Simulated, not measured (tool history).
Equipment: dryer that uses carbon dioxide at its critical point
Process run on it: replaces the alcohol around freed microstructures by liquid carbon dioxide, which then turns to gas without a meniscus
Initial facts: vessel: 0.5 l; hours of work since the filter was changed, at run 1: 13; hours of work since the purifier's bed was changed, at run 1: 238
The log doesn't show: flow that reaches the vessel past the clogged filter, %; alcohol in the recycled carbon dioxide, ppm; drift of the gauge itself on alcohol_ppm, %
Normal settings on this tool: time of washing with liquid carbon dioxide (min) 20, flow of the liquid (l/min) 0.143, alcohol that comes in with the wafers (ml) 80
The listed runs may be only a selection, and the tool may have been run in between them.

run,hour,time of washing with liquid carbon dioxide (min),flow of the liquid (l/min),alcohol that comes in with the wafers (ml),hours of work since the filter was changed,hours of work since the purifier's bed was changed,alcohol left in the vessel before it's heated (ppm by volume)
1,0,20,0.143,80,13,238,1395
2,7.7,20,0.137,80,17,243,1704
3,14.6,20,0.143,80,22,247,1454
4,20.2,20,0.143,80,25,250,1481
5,30.3,20,0.143,80,31,256,1478
6,41.2,20,0.143,80,37,263,1506
7,49.9,27,0.135,36,43,268,267
8,58.4,27,0.135,36,48,273,277
9,69.1,20,0.106,80,54,279,4996
10,76.4,20,0.106,80,58,284,4912

Run 11, settings as shown, results not yet in. Your forecast:
11,81.7,27,0.206,69,62,287,?

{"run 11": {"alcohol left in the vessel before it's heated (ppm by volume)": 120}}
The same run, on a tool lacking any hidden state, would have yielded alcohol left in the vessel before it's heated (ppm by volume) 18.
